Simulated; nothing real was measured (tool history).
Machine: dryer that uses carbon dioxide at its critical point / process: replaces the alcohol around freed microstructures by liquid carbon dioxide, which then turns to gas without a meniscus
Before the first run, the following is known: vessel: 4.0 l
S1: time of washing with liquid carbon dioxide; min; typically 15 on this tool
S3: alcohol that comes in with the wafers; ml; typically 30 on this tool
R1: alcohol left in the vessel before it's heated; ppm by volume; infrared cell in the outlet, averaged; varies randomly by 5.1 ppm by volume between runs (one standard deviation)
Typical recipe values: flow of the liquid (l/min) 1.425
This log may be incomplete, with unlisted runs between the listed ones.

{"run": 1, "hour": 0.0, "S1": 15, "flow of the liquid (l/min)": 1.425, "S3": 30, "R1": 69}
{"run": 2, "hour": 28.7, "S1": 15, "flow of the liquid (l/min)": 1.425, "S3": 30, "R1": 69}
{"run": 3, "hour": 81.8, "S1": 15, "flow of the liquid (l/min)": 1.425, "S3": 30, "R1": 80}
{"run": 4, "hour": 135.3, "S1": 13, "flow of the liquid (l/min)": 1.425, "S3": 30, "R1": 145}
{"run": 5, "hour": 173.3, "S1": 13, "flow of the liquid (l/min)": 1.425, "S3": 30, "R1": 145}
{"run": 6, "hour": 219.0, "S1": 13, "flow of the liquid (l/min)": 1.425, "S3": 30, "R1": 164}
{"hour": 268.0, "done": "inlet filter changed"}
{"run": 7, "hour": 275.6, "S1": 15, "flow of the liquid (l/min)": 1.425, "S3": 30, "R1": 57}
{"run": 8, "hour": 324.3, "S1": 15, "flow of the liquid (l/min)": 1.425, "S3": 30, "R1": 71}
{"run": 9, "hour": 363.1, "S1": 15, "flow of the liquid (l/min)": 2.12, "S3": 30, "R1": 24}
{"run": 10, "hour": 407.9, "S1": 15, "flow of the liquid (l/min)": 1.425, "S3": 30, "R1": 78}
{"run": 11, "hour": 462.8, "S1": 15, "flow of the liquid (l/min)": 1.425, "S3": 30, "R1": 82}
{"run": 12, "hour": 502.9, "S1": 15, "flow of the liquid (l/min)": 1.425, "S3": 30, "R1": 86}
{"run": 13, "hour": 548.4, "S1": 15, "flow of the liquid (l/min)": 1.425, "S3": 30, "R1": 89}
{"run": 14, "hour": 574.5, "S1": 15, "flow of the liquid (l/min)": 1.425, "S3": 30, "R1": 100}
{"run": 15, "hour": 602.3, "S1": 12, "flow of the liquid (l/min)": 1.425, "S3": 30, "R1": 205}
{"run": 16, "hour": 649.6, "S1": 12, "flow of the liquid (l/min)": 1.425, "S3": 30, "R1": 211}
{"run": 17, "hour": 688.7, "S1": 12, "flow of the liquid (l/min)": 1.425, "S3": 30, "R1": 210}
{"run": 18, "hour": 737.6, "S1": 12, "flow of the liquid (l/min)": 1.425, "S3": 30, "R1": 235}
{"run": 19, "hour": 770.9, "S1": 12, "flow of the liquid (l/min)": 1.425, "S3": 30, "R1": 238}
{"hour": 786.0, "done": "inlet filter changed"}
{"run": 20, "hour": 798.6, "S1": 12, "flow of the liquid (l/min)": 1.425, "S3": 30, "R1": 160}
{"run": 21, "hour": 845.5, "S1": 12, "flow of the liquid (l/min)": 1.425, "S3": 30, "R1": 167}
{"run": 22, "hour": 886.4, "S1": 14, "flow of the liquid (l/min)": 1.425, "S3": 30, "R1": 102}
{"run": 23, "hour": 911.2, "S1": 14, "flow of the liquid (l/min)": 1.425, "S3": 30, "R1": 117}
{"run": 24, "hour": 958.1, "S1": 14, "flow of the liquid (l/min)": 1.425, "S3": 30, "R1": 115}
{"run": 25, "hour": 1008.6, "S1": 21, "flow of the liquid (l/min)": 1.17, "S3": 39, "R1": 85}
{"run": 26, "hour": 1048.1, "S1": 21, "flow of the liquid (l/min)": 1.17, "S3": 39, "R1": 92}
{"run": 27, "hour": 1078.3, "S1": 15, "flow of the liquid (l/min)": 1.425, "S3": 85, "R1": 222}
{"run": 28, "hour": 1107.3, "S1": 10, "flow of the liquid (l/min)": 1.11, "S3": 30, "R1": 723}
{"run": 29, "hour": 1142.8, "S1": 10, "flow of the liquid (l/min)": 1.11, "S3": 30, "R1": 750}
{"run": 30, "hour": 1192.9, "S1": 15, "flow of the liquid (l/min)": 1.15, "S3": 33, "R1": 252}
{"run": 31, "hour": 1247.0, "S1": 15, "flow of the liquid (l/min)": 1.15, "S3": 33, "R1": 266}
{"run": 32, "hour": 1293.2, "S1": 16, "flow of the liquid (l/min)": 1.26, "S3": 28, "R1": 147}
{"hour": 1303.8, "done": "inlet filter changed"}
{"run": 33, "hour": 1339.1, "S1": 16, "flow of the liquid (l/min)": 1.58, "S3": 28, "R1": 65}
{"run": 34, "hour": 1389.8, "S1": 16, "flow of the liquid (l/min)": 1.58, "S3": 28, "R1": 71}
{"run": 35, "hour": 1432.0, "S1": 17, "flow of the liquid (l/min)": 0.94, "S3": 59, "R1": 442}
{"run": 36, "hour": 1461.8, "S1": 17, "flow of the liquid (l/min)": 0.94, "S3": 59, "R1": 473}
{"run": 37, "hour": 1486.1, "S1": 20, "flow of the liquid (l/min)": 1.97, "S3": 67, "R1": 55}
{"run": 38, "hour": 1543.2, "S1": 13, "flow of the liquid (l/min)": 2.29, "S3": 57, "R1": 70}
{"run": 39, "hour": 1585.1, "S1": 13, "flow of the liquid (l/min)": 0.95, "S3": 29, "R1": 557}
{"run": 40, "hour": 1626.8, "S1": 9, "flow of the liquid (l/min)": 2.33, "S3": 118, "R1": 291}
{"run": 41, "hour": 1684.4, "S1": 11, "flow of the liquid (l/min)": 1.07, "S3": 30, "R1": 688}
{"run": 42, "hour": 1737.0, "S1": 11, "flow of the liquid (l/min)": 1.07, "S3": 30, "R1": 693}
{"run": 43, "hour": 1791.2, "S1": 11, "flow of the liquid (l/min)": 1.07, "S3": 30, "R1": 743}
{"hour": 1820.8, "done": "inlet filter changed"}
{"run": 44, "hour": 1847.7, "S1": 13, "flow of the liquid (l/min)": 1.42, "S3": 48, "R1": 210}
{"run": 45, "hour": 1874.7, "S1": 15, "flow of the liquid (l/min)": 1.425, "S3": 33, "R1": 117}
{"run": 46, "hour": 1929.4, "S1": 24, "flow of the liquid (l/min)": 2.37, "S3": 40, "R1": 62}
{"hour": 1964.3, "done": "purifier's bed changed"}
{"run": 47, "hour": 1989.7, "S1": 18, "flow of the liquid (l/min)": 2.18, "S3": 30, "R1": 14}
{"run": 48, "hour": 2031.6, "S1": 15, "flow of the liquid (l/min)": 0.92, "S3": 85, "R1": 1052}

Same runs, no hidden state in the tool, same run-to-run variation:
Hidden state present: flow that reaches the vessel past the clogged filter, %; alcohol in the recycled carbon dioxide, ppm; drift of the gauge itself on alcohol_ppm, %.
run=1 R1=51
run=2 R1=48
run=3 R1=52
run=4 R1=93
run=5 R1=88
run=6 R1=98
run=7 R1=45
run=8 R1=54
run=9 R1=11
run=10 R1=53
run=11 R1=51
run=12 R1=51
run=13 R1=49
run=14 R1=57
run=15 R1=127
run=16 R1=125
run=17 R1=116
run=18 R1=124
run=19 R1=122
run=20 R1=133
run=21 R1=133
run=22 R1=66
run=23 R1=78
run=24 R1=71
run=25 R1=41
run=26 R1=44
run=27 R1=132
run=28 R1=557
run=29 R1=563
run=30 R1=142
run=31 R1=139
run=32 R1=60
run=33 R1=24
run=34 R1=27
run=35 R1=355
run=36 R1=370
run=37 R1=10
run=38 R1=20
run=39 R1=414
run=40 R1=157
run=41 R1=484
run=42 R1=474
run=43 R1=488
run=44 R1=148
run=45 R1=55
run=46 R1=5
run=47 R1=10
run=48 R1=869
